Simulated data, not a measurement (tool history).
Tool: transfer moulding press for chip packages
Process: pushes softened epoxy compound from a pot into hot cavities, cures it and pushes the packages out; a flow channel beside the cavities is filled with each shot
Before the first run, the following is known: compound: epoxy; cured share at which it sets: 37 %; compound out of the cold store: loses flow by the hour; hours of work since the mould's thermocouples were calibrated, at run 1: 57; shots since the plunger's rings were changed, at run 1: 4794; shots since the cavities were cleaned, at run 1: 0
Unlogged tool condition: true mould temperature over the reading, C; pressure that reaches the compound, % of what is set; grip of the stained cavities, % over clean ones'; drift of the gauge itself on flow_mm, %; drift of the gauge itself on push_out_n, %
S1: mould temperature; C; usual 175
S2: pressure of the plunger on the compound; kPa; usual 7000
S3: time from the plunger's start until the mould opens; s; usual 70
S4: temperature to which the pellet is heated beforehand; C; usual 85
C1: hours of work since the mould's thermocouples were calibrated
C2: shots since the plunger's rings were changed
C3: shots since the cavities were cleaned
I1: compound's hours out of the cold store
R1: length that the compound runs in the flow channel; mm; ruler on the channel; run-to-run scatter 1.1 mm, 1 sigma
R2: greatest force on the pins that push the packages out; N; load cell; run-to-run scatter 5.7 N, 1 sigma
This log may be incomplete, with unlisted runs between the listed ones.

run,day,S1,S2,S3,S4,C1,C2,C3,I1,R1,R2
1,0,175,7000,70,85,57,4794,0,22,631,208
2,0.192,175,7000,70,85,60,4871,77,30.7,607,196
3,0.504,175,7000,70,85,65,4994,200,42.3,577,207
4,0.712,175,7000,70,85,68,5076,282,32.3,604,193
5,0.942,175,7000,70,85,72,5168,374,16.3,652,215
# day 1.183: plunger's sealing rings changed
6,1.417,174,7000,70,85,77,92,521,41.5,582,211
7,1.65,174,7000,70,85,81,185,614,29.1,615,210
8,1.842,174,7000,70,85,84,261,690,10.2,673,204
# day 2.012: cavities cleaned with cleaning compound and waxed
9,2.25,174,7000,70,83,89,398,94,40.2,587,207
10,2.517,175,7000,70,85,93,505,201,11,664,219
11,2.692,175,7000,88,85,96,574,270,23.2,631,183
12,2.938,175,7000,88,85,100,672,368,22.8,631,189
13,3.125,179,7000,55,92,103,747,443,20.5,628,245

Run 14, settings as shown, results not yet in. Your forecast:
14,3.35,177,5760,84,83,106,835,531,29.6,?,?

{"run 14": {"R1": 550, "R2": 177}}
Without the tool's hidden state the same run would have given R1 550 mm, R2 175 N.
